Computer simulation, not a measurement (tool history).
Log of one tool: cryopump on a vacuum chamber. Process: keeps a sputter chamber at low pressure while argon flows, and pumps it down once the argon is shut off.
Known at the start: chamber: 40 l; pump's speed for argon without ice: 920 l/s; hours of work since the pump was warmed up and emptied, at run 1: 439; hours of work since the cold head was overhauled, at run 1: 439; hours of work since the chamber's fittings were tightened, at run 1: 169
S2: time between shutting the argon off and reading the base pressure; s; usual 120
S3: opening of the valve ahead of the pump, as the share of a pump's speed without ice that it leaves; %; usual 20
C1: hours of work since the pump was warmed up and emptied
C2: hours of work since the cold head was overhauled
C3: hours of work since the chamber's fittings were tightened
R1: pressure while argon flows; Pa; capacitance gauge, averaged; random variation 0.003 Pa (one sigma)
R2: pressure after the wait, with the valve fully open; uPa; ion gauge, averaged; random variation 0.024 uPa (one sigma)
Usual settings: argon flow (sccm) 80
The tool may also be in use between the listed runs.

run 1 day=0 | argon_flow_(sccm)=80 S2=120 S3=20 | C1=439 C2=439 C3=169 | R1=0.7571 R2=1.01
run 2 day=0.621 | argon_flow_(sccm)=80 S2=120 S3=20 | C1=448 C2=448 C3=178 | R1=0.757 R2=1
run 3 day=1.396 | argon_flow_(sccm)=80 S2=45 S3=20 | C1=460 C2=460 C3=190 | R1=0.7535 R2=1.9
run 4 day=2.162 | argon_flow_(sccm)=80 S2=45 S3=20 | C1=472 C2=472 C3=202 | R1=0.761 R2=1.9
run 5 day=2.933 | argon_flow_(sccm)=80 S2=45 S3=20 | C1=483 C2=483 C3=213 | R1=0.7584 R2=1.97
run 6 day=3.5 | argon_flow_(sccm)=50 S2=120 S3=20 | C1=492 C2=492 C3=222 | R1=0.4712 R2=1.02
run 7 day=4.158 | argon_flow_(sccm)=55 S2=120 S3=20 | C1=502 C2=502 C3=232 | R1=0.5233 R2=1.03
run 8 day=4.721 | argon_flow_(sccm)=55 S2=120 S3=20 | C1=510 C2=510 C3=241 | R1=0.5219 R2=1.03
run 9 day=5.792 | argon_flow_(sccm)=55 S2=120 S3=20 | C1=527 C2=527 C3=257 | R1=0.5227 R2=1.08
run 10 day=6.733 | argon_flow_(sccm)=150 S2=120 S3=20 | C1=541 C2=541 C3=271 | R1=1.423 R2=1.07
run 11 day=7.604 | argon_flow_(sccm)=150 S2=120 S3=20 | C1=554 C2=554 C3=284 | R1=1.4261 R2=1.11
run 12 day=8.183 | argon_flow_(sccm)=150 S2=120 S3=20 | C1=563 C2=563 C3=293 | R1=1.4272 R2=1.13
run 13 day=8.875 | argon_flow_(sccm)=150 S2=120 S3=20 | C1=573 C2=573 C3=304 | R1=1.4434 R2=1.11
run 14 day=9.662 | argon_flow_(sccm)=150 S2=120 S3=20 | C1=585 C2=585 C3=315 | R1=1.4302 R2=1.07
run 15 day=10.3 | argon_flow_(sccm)=150 S2=120 S3=20 | C1=595 C2=595 C3=325 | R1=1.4324 R2=1.12
run 16 day=11.283 | argon_flow_(sccm)=80 S2=120 S3=20 | C1=610 C2=610 C3=340 | R1=0.7629 R2=1.12
run 17 day=11.962 | argon_flow_(sccm)=80 S2=120 S3=20 | C1=620 C2=620 C3=350 | R1=0.7671 R2=1.15
run 18 day=12.492 | argon_flow_(sccm)=80 S2=120 S3=20 | C1=628 C2=628 C3=358 | R1=0.7681 R2=1.15
run 19 day=13.388 | argon_flow_(sccm)=80 S2=120 S3=20 | C1=642 C2=642 C3=372 | R1=0.7644 R2=1.16
run 20 day=14.433 | argon_flow_(sccm)=68 S2=218 S3=22 | C1=658 C2=658 C3=388 | R1=0.5969 R2=0.94
run 21 day=15.029 | argon_flow_(sccm)=68 S2=218 S3=22 | C1=667 C2=667 C3=397 | R1=0.5919 R2=0.94
run 22 day=16.058 | argon_flow_(sccm)=38 S2=31 S3=18 | C1=682 C2=682 C3=412 | R1=0.4047 R2=2.75
run 23 day=16.762 | argon_flow_(sccm)=38 S2=31 S3=18 | C1=693 C2=693 C3=423 | R1=0.4062 R2=2.79
run 24 day=17.292 | argon_flow_(sccm)=67 S2=90 S3=20 | C1=701 C2=701 C3=431 | R1=0.6437 R2=1.37
run 25 day=18.421 | argon_flow_(sccm)=67 S2=119 S3=20 | C1=718 C2=718 C3=448 | R1=0.6469 R2=1.26
run 26 day=19.196 | argon_flow_(sccm)=67 S2=119 S3=20 | C1=730 C2=730 C3=460 | R1=0.6404 R2=1.21
run 27 day=20.321 | argon_flow_(sccm)=67 S2=119 S3=20 | C1=747 C2=747 C3=477 | R1=0.648 R2=1.25

Forecast run 28:
run 28 day=21.417 | argon_flow_(sccm)=67 S2=119 S3=20 | C1=763 C2=763 C3=494 | R1=? R2=?

R1: 0.6498 Pa
R2: 1.29 uPa
Without the tool's hidden state the same run would have given R1 0.6167 Pa, R2 0.88 uPa.
